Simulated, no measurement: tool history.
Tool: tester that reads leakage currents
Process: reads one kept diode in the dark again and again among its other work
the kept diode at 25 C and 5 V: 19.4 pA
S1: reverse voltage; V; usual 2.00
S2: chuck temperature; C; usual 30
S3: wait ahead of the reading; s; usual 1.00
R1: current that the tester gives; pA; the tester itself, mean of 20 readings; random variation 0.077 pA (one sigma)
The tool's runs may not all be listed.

Run 1, day 0.000: usual settings. Result: R1 24.14 pA.
Run 2, day 1.162: usual settings. Result: R1 24.24 pA.
Run 3, day 3.688: usual settings. Result: R1 24.40 pA.
Run 4, day 5.367: usual settings. Result: R1 24.46 pA.
Run 5, day 7.762: usual settings. Result: R1 24.57 pA.
Run 6, day 10.296: usual settings. Result: R1 24.68 pA.
At day 12.000: chuck's temperature calibrated.
Run 7, day 13.046: usual settings. Result: R1 21.10 pA.
Run 8, day 15.329: usual settings. Result: R1 21.18 pA.
Run 9, day 16.492: usual settings but S2 24 C. Result: R1 13.89 pA.
Run 10, day 17.600: usual settings but S2 24 C. Result: R1 13.88 pA.
Run 11, day 19.458: usual settings. Result: R1 21.33 pA.
Run 12, day 21.358: usual settings. Result: R1 21.58 pA.
Run 13, day 23.283: usual settings. Result: R1 21.51 pA.
Run 14, day 24.708: usual settings. Result: R1 21.77 pA.
Run 15, day 25.938: usual settings. Result: R1 21.87 pA.
Run 16, day 28.417: usual settings. Result: R1 21.96 pA.
Run 17, day 30.733: usual settings but S1 4.28 V. Result: R1 33.69 pA.
Run 18, day 32.217: usual settings but S1 4.28 V. Result: R1 34.11 pA.
Run 19, day 34.417: usual settings but S1 5.71 V. Result: R1 40.56 pA.
Run 20, day 36.300: usual settings but S3 2.05 s. Result: R1 21.83 pA.
Run 21, day 37.833: usual settings but S3 8.45 s. Result: R1 21.66 pA.
Run 22, day 39.200: usual settings but S3 8.45 s. Result: R1 21.92 pA.
Run 23, day 40.317: usual settings but S3 8.45 s. Result: R1 21.79 pA.
Run 24, day 41.575: usual settings but S3 2.85 s. Result: R1 22.03 pA.
Run 25, day 43.962: usual settings but S1 1.04 V, S2 27 C, S3 9.30 s. Result: R1 12.30 pA.
Run 26, day 45.392: usual settings but S1 1.04 V, S2 27 C, S3 9.30 s. Result: R1 12.48 pA.
Run 27, day 47.204: usual settings but S1 1.04 V, S2 27 C, S3 9.30 s. Result: R1 12.45 pA.
Run 28, day 48.467: usual settings but S1 1.04 V, S2 27 C, S3 9.30 s. Result: R1 12.50 pA.
Run 29, day 50.975: usual settings but S1 4.29 V, S2 54 C, S3 9.30 s. Result: R1 182.97 pA.
Run 30, day 52.267: usual settings but S1 4.29 V, S2 54 C, S3 9.30 s. Result: R1 182.91 pA.
Run 31, day 53.754: usual settings but S2 32 C, S3 4.58 s. Result: R1 26.17 pA.
Run 32, day 55.975: usual settings but S1 9.06 V, S2 42 C, S3 4.58 s. Result: R1 120.89 pA.
Run 33, day 57.079: usual settings but S1 9.06 V, S2 42 C, S3 4.58 s. Result: R1 121.61 pA.
Run 34, day 59.688: usual settings but S1 7.60 V, S2 27 C, S3 1.61 s. Result: R1 41.91 pA.
Run 35, day 62.150: usual settings but S1 1.76 V, S2 21 C, S3 4.88 s. Result: R1 11.32 pA.
Run 36, day 64.438: usual settings but S1 4.96 V, S3 1.89 s. Result: R1 39.54 pA.
At day 66.054: probe card cleaned and baked.
Run 37, day 66.396: usual settings but S1 10.63 V, S2 32 C. Result: R1 58.61 pA.
Run 38, day 69.038: usual settings but S1 2.71 V, S3 1.05 s. Result: R1 24.84 pA.
Run 39, day 70.771: usual settings but S1 1.22 V, S3 0.65 s. Result: R1 16.79 pA.
Run 40, day 72.667: usual settings but S1 1.22 V, S2 51 C, S3 1.47 s. Result: R1 80.74 pA.

The same runs without the tool's hidden state, with the same run-to-run variation:
The hidden state here: stray current of the dirty probe card, pA a volt; current scale over the true one, %; true chuck temperature over the reading, C; drift of the gauge itself on leakage_pa, %.
run      R1
  1   19.48
  2   19.54
  3   19.52
  4   19.49
  5   19.50
  6   19.47
  7   19.55
  8   19.52
  9   12.15
 10   12.11
 11   19.45
 12   19.59
 13   19.43
 14   19.63
 15   19.65
 16   19.62
 17   28.75
 18   29.01
 19   33.66
 20   19.09
 21   18.85
 22   19.02
 23   18.84
 24   19.01
 25   10.62
 26   10.75
 27   10.67
 28   10.69
 29  169.31
 30  168.92
 31   22.30
 32  103.06
 33  103.44
 34   29.97
 35    8.32
 36   30.44
 37   54.24
 38   22.77
 39   15.35
 40   74.36
